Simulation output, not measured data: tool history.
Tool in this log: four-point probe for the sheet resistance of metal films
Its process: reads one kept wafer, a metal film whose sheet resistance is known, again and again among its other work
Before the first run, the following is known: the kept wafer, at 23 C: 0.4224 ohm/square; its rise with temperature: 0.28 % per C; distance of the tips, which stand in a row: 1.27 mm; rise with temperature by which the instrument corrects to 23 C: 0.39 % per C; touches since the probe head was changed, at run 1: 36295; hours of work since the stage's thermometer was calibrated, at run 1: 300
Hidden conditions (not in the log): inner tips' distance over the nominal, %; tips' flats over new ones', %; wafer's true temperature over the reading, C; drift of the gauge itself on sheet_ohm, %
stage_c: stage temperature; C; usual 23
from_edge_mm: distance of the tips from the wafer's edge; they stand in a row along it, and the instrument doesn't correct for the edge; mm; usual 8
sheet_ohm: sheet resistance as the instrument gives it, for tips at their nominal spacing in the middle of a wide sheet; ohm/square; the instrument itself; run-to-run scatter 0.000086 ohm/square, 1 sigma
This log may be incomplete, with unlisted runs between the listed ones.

run,hour,stage_c,from_edge_mm,touches since the probe head was changed,hours of work since the stage's thermometer was calibrated,sheet_ohm
1,0.0,23,8,36295,300,0.427831
2,19.7,23,8,37156,310,0.427898
3,42.6,23,8,38155,323,0.427958
4,53.8,23,8,38640,329,0.427915
5,72.2,23,8,39445,339,0.428163
6,94.6,23,8,40423,351,0.428156
7,111.6,23,8,41163,360,0.428062
8,133.9,23,8,42134,372,0.427959
9,152.9,23,6,42962,383,0.432359
10,171.5,23,6,43774,393,0.432385
11,184.1,23,6,44323,400,0.432266
12,195.0,23,6,44801,405,0.432485
13,210.3,23,6,45466,414,0.432517
14,222.1,23,6,45980,420,0.432590
15,234.8,23,6,46535,427,0.432369
16,247.8,23,6,47102,434,0.432498
17,263.3,30,6,47777,442,0.429219
18,283.9,30,6,48678,454,0.429350
19,301.5,23,8,49445,463,0.428208
20,321.6,23,8,50322,474,0.428205
21,341.0,23,8,51165,485,0.428356
22,355.2,23,8,51787,492,0.428206
23,377.3,23,8,52751,504,0.428229
24,386.8,23,8,53163,509,0.428313
25,408.5,33,28,54109,521,0.418816
26,420.5,24,21,54633,528,0.423221
27,437.7,26,7,55385,537,0.428747
28,456.1,33,27,56186,547,0.418795
29,478.7,25,43,57173,559,0.421987
30,489.3,26,14,57634,565,0.423199
31,508.1,22,4,58453,575,0.444828
32,524.0,26,14,59146,584,0.423203
33,542.3,19,56,59946,594,0.424582
34,562.4,19,56,60823,605,0.424628
35,572.0,32,20,61239,610,0.419770
36,590.8,32,20,62063,620,0.419766
37,603.9,33,20,62632,627,0.419321
38,626.6,33,20,63624,639,0.419351
39,637.5,33,20,64096,645,0.419286
40,659.5,33,20,65056,657,0.419519
41,672.6,32,22,65630,664,0.419584
42,694.8,20,11,66598,676,0.427166
43,712.9,31,68,67385,686,0.419459
44,729.5,24,3,68112,695,0.459341

Forecast each of these 3 alternatives for the next run:
A,746.2,32,8,68837,704,?
B,746.2,19,3,68837,704,?
C,746.2,25,3,68837,704,?

run,sheet_ohm
A,0.424523
B,0.461671
C,0.458783
With the hidden condition removed and each run's random variation left untouched, the same runs would have given:
run,sheet_ohm
A,0.424081
B,0.461185
C,0.458304
